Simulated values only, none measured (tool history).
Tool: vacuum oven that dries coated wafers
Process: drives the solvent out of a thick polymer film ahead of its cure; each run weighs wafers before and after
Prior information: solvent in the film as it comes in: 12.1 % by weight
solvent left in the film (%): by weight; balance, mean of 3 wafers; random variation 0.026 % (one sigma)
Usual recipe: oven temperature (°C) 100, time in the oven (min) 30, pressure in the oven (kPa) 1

{"run": 1, "day": 0.0, "oven temperature (°C)": 100, "time in the oven (min)": 30, "pressure in the oven (kPa)": 1, "solvent left in the film (%)": 3.19}
{"run": 2, "day": 0.279, "oven temperature (°C)": 100, "time in the oven (min)": 30, "pressure in the oven (kPa)": 1, "solvent left in the film (%)": 3.17}
{"run": 3, "day": 0.638, "oven temperature (°C)": 100, "time in the oven (min)": 30, "pressure in the oven (kPa)": 1, "solvent left in the film (%)": 3.19}
{"run": 4, "day": 0.95, "oven temperature (°C)": 97, "time in the oven (min)": 30, "pressure in the oven (kPa)": 1, "solvent left in the film (%)": 3.69}
{"run": 5, "day": 1.171, "oven temperature (°C)": 97, "time in the oven (min)": 30, "pressure in the oven (kPa)": 1, "solvent left in the film (%)": 3.73}
{"run": 6, "day": 1.45, "oven temperature (°C)": 97, "time in the oven (min)": 30, "pressure in the oven (kPa)": 1, "solvent left in the film (%)": 3.7}
{"run": 7, "day": 1.846, "oven temperature (°C)": 91, "time in the oven (min)": 30, "pressure in the oven (kPa)": 1, "solvent left in the film (%)": 4.81}
{"run": 8, "day": 2.275, "oven temperature (°C)": 115, "time in the oven (min)": 30, "pressure in the oven (kPa)": 1, "solvent left in the film (%)": 1.16}
{"run": 9, "day": 2.688, "oven temperature (°C)": 115, "time in the oven (min)": 30, "pressure in the oven (kPa)": 1, "solvent left in the film (%)": 1.2}
{"run": 10, "day": 3.104, "oven temperature (°C)": 112, "time in the oven (min)": 30, "pressure in the oven (kPa)": 1, "solvent left in the film (%)": 1.49}
{"run": 11, "day": 3.558, "oven temperature (°C)": 100, "time in the oven (min)": 30, "pressure in the oven (kPa)": 1, "solvent left in the film (%)": 3.12}
{"run": 12, "day": 3.904, "oven temperature (°C)": 100, "time in the oven (min)": 30, "pressure in the oven (kPa)": 1, "solvent left in the film (%)": 3.22}
{"run": 13, "day": 4.279, "oven temperature (°C)": 100, "time in the oven (min)": 30, "pressure in the oven (kPa)": 1, "solvent left in the film (%)": 3.2}
{"run": 14, "day": 4.721, "oven temperature (°C)": 100, "time in the oven (min)": 30, "pressure in the oven (kPa)": 1, "solvent left in the film (%)": 3.14}
{"run": 15, "day": 4.946, "oven temperature (°C)": 100, "time in the oven (min)": 30, "pressure in the oven (kPa)": 1, "solvent left in the film (%)": 3.21}
{"run": 16, "day": 5.175, "oven temperature (°C)": 100, "time in the oven (min)": 30, "pressure in the oven (kPa)": 1, "solvent left in the film (%)": 3.18}
{"run": 17, "day": 5.662, "oven temperature (°C)": 105, "time in the oven (min)": 30, "pressure in the oven (kPa)": 0.52, "solvent left in the film (%)": 1.97}
{"day": 5.792, "done": "oven's thermocouples calibrated"}
{"run": 18, "day": 6.204, "oven temperature (°C)": 105, "time in the oven (min)": 30, "pressure in the oven (kPa)": 0.52, "solvent left in the film (%)": 1.86}
{"run": 19, "day": 6.442, "oven temperature (°C)": 111, "time in the oven (min)": 16, "pressure in the oven (kPa)": 3.37, "solvent left in the film (%)": 4.55}
{"run": 20, "day": 6.742, "oven temperature (°C)": 111, "time in the oven (min)": 16, "pressure in the oven (kPa)": 2.08, "solvent left in the film (%)": 3.79}
{"run": 21, "day": 7.083, "oven temperature (°C)": 111, "time in the oven (min)": 16, "pressure in the oven (kPa)": 2.08, "solvent left in the film (%)": 3.78}
{"run": 22, "day": 7.488, "oven temperature (°C)": 95, "time in the oven (min)": 16, "pressure in the oven (kPa)": 0.57, "solvent left in the film (%)": 5.7}
{"run": 23, "day": 7.7, "oven temperature (°C)": 111, "time in the oven (min)": 24, "pressure in the oven (kPa)": 0.55, "solvent left in the film (%)": 1.67}
{"run": 24, "day": 8.088, "oven temperature (°C)": 111, "time in the oven (min)": 24, "pressure in the oven (kPa)": 0.55, "solvent left in the film (%)": 1.68}
{"day": 8.462, "done": "oven's thermocouples calibrated, once more"}
{"run": 25, "day": 8.588, "oven temperature (°C)": 111, "time in the oven (min)": 24, "pressure in the oven (kPa)": 0.55, "solvent left in the film (%)": 1.87}
{"run": 26, "day": 8.962, "oven temperature (°C)": 89, "time in the oven (min)": 26, "pressure in the oven (kPa)": 3.23, "solvent left in the film (%)": 8.11}
{"run": 27, "day": 9.171, "oven temperature (°C)": 89, "time in the oven (min)": 26, "pressure in the oven (kPa)": 3.23, "solvent left in the film (%)": 8.08}
{"run": 28, "day": 9.642, "oven temperature (°C)": 94, "time in the oven (min)": 26, "pressure in the oven (kPa)": 3.23, "solvent left in the film (%)": 7.04}
{"run": 29, "day": 9.912, "oven temperature (°C)": 98, "time in the oven (min)": 18, "pressure in the oven (kPa)": 0.53, "solvent left in the film (%)": 4.95}
{"run": 30, "day": 10.171, "oven temperature (°C)": 92, "time in the oven (min)": 27, "pressure in the oven (kPa)": 0.54, "solvent left in the film (%)": 4.7}
{"run": 31, "day": 10.4, "oven temperature (°C)": 112, "time in the oven (min)": 17, "pressure in the oven (kPa)": 1.54, "solvent left in the film (%)": 3.38}

For each run, the measured value with the value that run would have given without the tool's hidden condition subtracted. The run-to-run variation is shared by both, the gauge scatter possibly not:
Hidden conditions of the tool in this case: true wafer temperature over the reading, C; true pressure over the reading, kPa; drift of the gauge itself on solvent_pct, %.
run=1 solvent_left_in_the_film_(%)=-0.21
run=2 solvent_left_in_the_film_(%)=-0.21
run=3 solvent_left_in_the_film_(%)=-0.21
run=4 solvent_left_in_the_film_(%)=-0.23
run=5 solvent_left_in_the_film_(%)=-0.23
run=6 solvent_left_in_the_film_(%)=-0.22
run=7 solvent_left_in_the_film_(%)=-0.23
run=8 solvent_left_in_the_film_(%)=-0.11
run=9 solvent_left_in_the_film_(%)=-0.11
run=10 solvent_left_in_the_film_(%)=-0.13
run=11 solvent_left_in_the_film_(%)=-0.22
run=12 solvent_left_in_the_film_(%)=-0.22
run=13 solvent_left_in_the_film_(%)=-0.22
run=14 solvent_left_in_the_film_(%)=-0.22
run=15 solvent_left_in_the_film_(%)=-0.22
run=16 solvent_left_in_the_film_(%)=-0.22
run=17 solvent_left_in_the_film_(%)=-0.18
run=18 solvent_left_in_the_film_(%)=-0.26
run=19 solvent_left_in_the_film_(%)=-0.36
run=20 solvent_left_in_the_film_(%)=-0.33
run=21 solvent_left_in_the_film_(%)=-0.33
run=22 solvent_left_in_the_film_(%)=-0.31
run=23 solvent_left_in_the_film_(%)=-0.25
run=24 solvent_left_in_the_film_(%)=-0.24
run=25 solvent_left_in_the_film_(%)=-0.05
run=26 solvent_left_in_the_film_(%)=-0.08
run=27 solvent_left_in_the_film_(%)=-0.08
run=28 solvent_left_in_the_film_(%)=-0.09
run=29 solvent_left_in_the_film_(%)=-0.07
run=30 solvent_left_in_the_film_(%)=-0.07
run=31 solvent_left_in_the_film_(%)=-0.07
